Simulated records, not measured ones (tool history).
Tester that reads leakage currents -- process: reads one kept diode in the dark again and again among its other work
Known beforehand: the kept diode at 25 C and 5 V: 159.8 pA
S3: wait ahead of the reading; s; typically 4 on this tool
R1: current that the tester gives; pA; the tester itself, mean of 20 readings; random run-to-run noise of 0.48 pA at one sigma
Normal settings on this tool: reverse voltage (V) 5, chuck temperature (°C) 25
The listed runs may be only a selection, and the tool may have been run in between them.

Run 1, hour 0: usual settings. Result: R1 186.53 pA.
Run 2, hour 25.2: usual settings. Result: R1 187.44 pA.
Run 3, hour 68.6: usual settings. Result: R1 188.03 pA.
Run 4, hour 89.7: usual settings. Result: R1 188.48 pA.
Run 5, hour 121.9: usual settings. Result: R1 188.05 pA.
Run 6, hour 141.5: usual settings. Result: R1 189.29 pA.
Run 7, hour 164.1: usual settings but reverse voltage (V) 4.38. Result: R1 181.07 pA.
Run 8, hour 201.9: usual settings. Result: R1 189.6 pA.
Run 9, hour 229.1: usual settings but reverse voltage (V) 3.07. Result: R1 162.62 pA.
Run 10, hour 249.4: usual settings but reverse voltage (V) 3.07. Result: R1 162.55 pA.
Run 11, hour 291.4: usual settings. Result: R1 189.87 pA.
Run 12, hour 325.7: usual settings. Result: R1 191.65 pA.
Run 13, hour 356.8: usual settings but chuck temperature (°C) 55. Result: R1 1686.92 pA.
Run 14, hour 399.5: usual settings but chuck temperature (°C) 55. Result: R1 1680.07 pA.
Run 15, hour 419.4: usual settings but chuck temperature (°C) 55. Result: R1 1683.72 pA.
Run 16, hour 437.9: usual settings but reverse voltage (V) 3.76. Result: R1 175.91 pA.
Run 17, hour 456.5: usual settings but reverse voltage (V) 3.76. Result: R1 176.12 pA.
Run 18, hour 486.6: usual settings but chuck temperature (°C) 50. Result: R1 1210.38 pA.
Run 19, hour 517.1: usual settings but chuck temperature (°C) 57. Result: R1 1943.64 pA.
Run 20, hour 540.4: usual settings but reverse voltage (V) 8.92. Result: R1 234.68 pA.
Run 21, hour 574: usual settings but reverse voltage (V) 8.92. Result: R1 236.9 pA.
Run 22, hour 597.2: usual settings but chuck temperature (°C) 53. Result: R1 1490.86 pA.
Run 23, hour 628.8: usual settings but reverse voltage (V) 1.16, chuck temperature (°C) 53. Result: R1 960.63 pA.

Predict the results of run 24:
Run 24, hour 650.1: usual settings but reverse voltage (V) 17.07, S3 2.2 s. Result: R1 ?.

{"run 24": {"R1": 299.36}}
With the hidden condition absent and the run-to-run variation left alone, this run would have shown R1 233.6 pA.
